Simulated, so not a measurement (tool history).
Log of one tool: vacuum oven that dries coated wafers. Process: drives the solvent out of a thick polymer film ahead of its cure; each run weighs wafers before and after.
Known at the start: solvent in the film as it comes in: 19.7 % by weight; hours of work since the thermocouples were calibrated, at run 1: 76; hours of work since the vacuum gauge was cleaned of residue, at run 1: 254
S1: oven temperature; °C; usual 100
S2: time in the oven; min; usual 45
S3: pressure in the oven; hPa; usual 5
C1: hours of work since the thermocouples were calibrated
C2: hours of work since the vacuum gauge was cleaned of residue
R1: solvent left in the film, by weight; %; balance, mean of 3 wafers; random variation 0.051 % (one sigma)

Run 1, hour 0: usual settings; C1 76; C2 254. Result: R1 1.64 %.
Run 2, hour 19.3: usual settings; C1 88; C2 266. Result: R1 1.63 %.
Run 3, hour 27.5: usual settings; C1 93; C2 271. Result: R1 1.65 %.
Run 4, hour 45.8: usual settings; C1 104; C2 282. Result: R1 1.71 %.
Run 5, hour 54.8: usual settings; C1 109; C2 288. Result: R1 1.57 %.
Run 6, hour 73.9: usual settings; C1 121; C2 299. Result: R1 1.58 %.
Run 7, hour 89.5: usual settings; C1 130; C2 309. Result: R1 1.53 %.

Forecast run 8:
Run 8, hour 102.2: usual settings; C1 138; C2 316. Result: R1 ?.

Run 8 gave R1 1.55 %.
Without the tool's hidden state the same run would have given R1 1.54 %.
